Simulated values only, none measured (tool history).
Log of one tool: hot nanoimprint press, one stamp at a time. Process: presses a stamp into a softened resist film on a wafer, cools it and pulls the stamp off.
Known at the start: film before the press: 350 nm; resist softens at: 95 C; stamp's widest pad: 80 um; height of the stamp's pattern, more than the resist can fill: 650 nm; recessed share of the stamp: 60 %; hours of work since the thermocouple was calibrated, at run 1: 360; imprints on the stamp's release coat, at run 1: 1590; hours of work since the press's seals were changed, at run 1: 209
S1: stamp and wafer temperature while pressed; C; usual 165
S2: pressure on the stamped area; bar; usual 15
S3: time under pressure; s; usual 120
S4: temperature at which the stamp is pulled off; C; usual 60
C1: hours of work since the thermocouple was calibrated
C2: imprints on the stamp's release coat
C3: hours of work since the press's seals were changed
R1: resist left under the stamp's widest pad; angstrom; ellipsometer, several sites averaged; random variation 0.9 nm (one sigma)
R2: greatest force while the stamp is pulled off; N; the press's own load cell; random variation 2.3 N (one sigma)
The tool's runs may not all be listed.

run	day	S1	S2	S3	S4	C1	C2	C3	R1	R2
1	0	165	15	120	60	360	1590	209	1242	100
# day 0.388: plate thermocouple calibrated
2	0.512	165	15	120	60	2	1631	216	1245	101
3	0.983	165	15	120	60	10	1681	223	1233	105
4	1.312	165	15	153	60	15	1715	229	1137	104
5	1.921	165	15	153	60	26	1779	239	1137	109
6	2.354	165	15	68	60	33	1825	246	1520	102
7	2.629	165	15	68	60	38	1854	251	1502	103
8	2.971	165	9	68	60	43	1890	257	1981	100
9	3.483	165	15	120	60	52	1944	265	1238	103
10	3.929	165	15	120	60	59	1990	273	1235	101
11	4.3	165	10.9	120	60	65	2030	279	1490	104
12	4.633	165	15	120	60	71	2065	284	1237	107
13	5.104	165	15	120	60	79	2114	292	1255	101
14	5.617	165	17.7	120	60	87	2168	301	1122	107
15	6.221	165	15	120	56	98	2232	311	1246	106
16	6.792	165	15	140	46	107	2292	321	1169	117
17	7.146	165	15	140	46	113	2329	327	1172	117
18	7.446	165	16.5	139	54	118	2361	332	1124	106
19	7.929	155	15	120	60	126	2412	340	1935	100
20	8.3	172	11.4	83	60	132	2450	346	1226	105
# day 9.025: stamp cleaned and given a new release coat
21	9.05	166	15	120	64	141	3	354	1201	96
22	9.588	154	15	120	58	150	60	363	2018	99
23	10.162	165	13.3	80	60	159	120	373	1520	101
24	10.746	174	16.9	92	64	169	181	383	868	98
25	10.996	174	19.8	92	64	173	208	387	787	98
26	11.454	165	15	120	63	181	256	394	1247	102
27	11.9	165	12.2	93	63	188	303	402	1521	104
28	12.246	165	12.2	93	63	194	339	408	1512	101

The next listed run, before its measurement:
29	12.75	165	12.2	93	63	203	392	416	?	?

R1: 1513 angstrom
R2: 101 N
Without the tool's hidden state the same run would have given R1 1511 angstrom, R2 100 N.
